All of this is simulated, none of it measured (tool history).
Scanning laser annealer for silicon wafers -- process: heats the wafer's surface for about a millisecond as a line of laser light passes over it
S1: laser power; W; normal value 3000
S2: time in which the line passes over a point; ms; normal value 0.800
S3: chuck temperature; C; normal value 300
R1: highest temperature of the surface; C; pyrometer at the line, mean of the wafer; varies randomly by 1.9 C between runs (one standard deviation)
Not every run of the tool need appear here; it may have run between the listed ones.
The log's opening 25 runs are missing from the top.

| run | hour | S1 | S2 | S3 | R1 |
|---|---|---|---|---|---|
| 26 | 178.6 | 3000 | 0.565 | 328 | 1003 |
| 27 | 185.2 | 3000 | 0.565 | 328 | 1003 |
| 28 | 191.1 | 3000 | 0.565 | 328 | 1004 |
| 29 | 198.6 | 3000 | 0.674 | 302 | 1038 |
| 30 | 204.8 | 3000 | 0.674 | 302 | 1039 |
| 31 | 210.9 | 3000 | 0.674 | 276 | 1013 |
| 32 | 217.0 | 3000 | 0.674 | 276 | 1014 |
| 33 | 223.2 | 3038 | 0.669 | 276 | 1022 |
| 34 | 230.1 | 3038 | 0.669 | 276 | 1019 |
|  | 239.1 | optics aligned, line set to its width |
| 35 | 245.1 | 2840 | 0.601 | 304 | 960 |
| 36 | 254.4 | 2840 | 0.601 | 304 | 957 |
| 37 | 264.5 | 2666 | 0.980 | 304 | 1079 |

Alternative continuations, all from the tool just after run 37; predict every row:
| A | 272.9 | 3000 | 0.691 | 300 | ? |
| B | 272.9 | 3232 | 0.800 | 274 | ? |
| C | 272.9 | 3000 | 0.800 | 338 | ? |
| D | 272.9 | 3259 | 0.800 | 290 | ? |
| E | 272.9 | 2993 | 0.807 | 308 | ? |

| run | R1 |
|---|---|
| A | 1048 |
| B | 1147 |
| C | 1141 |
| D | 1171 |
| E | 1110 |
Without the tool's hidden state the same runs would have given:
| run | R1 |
|---|---|
| A | 1048 |
| B | 1148 |
| C | 1142 |
| D | 1172 |
| E | 1111 |
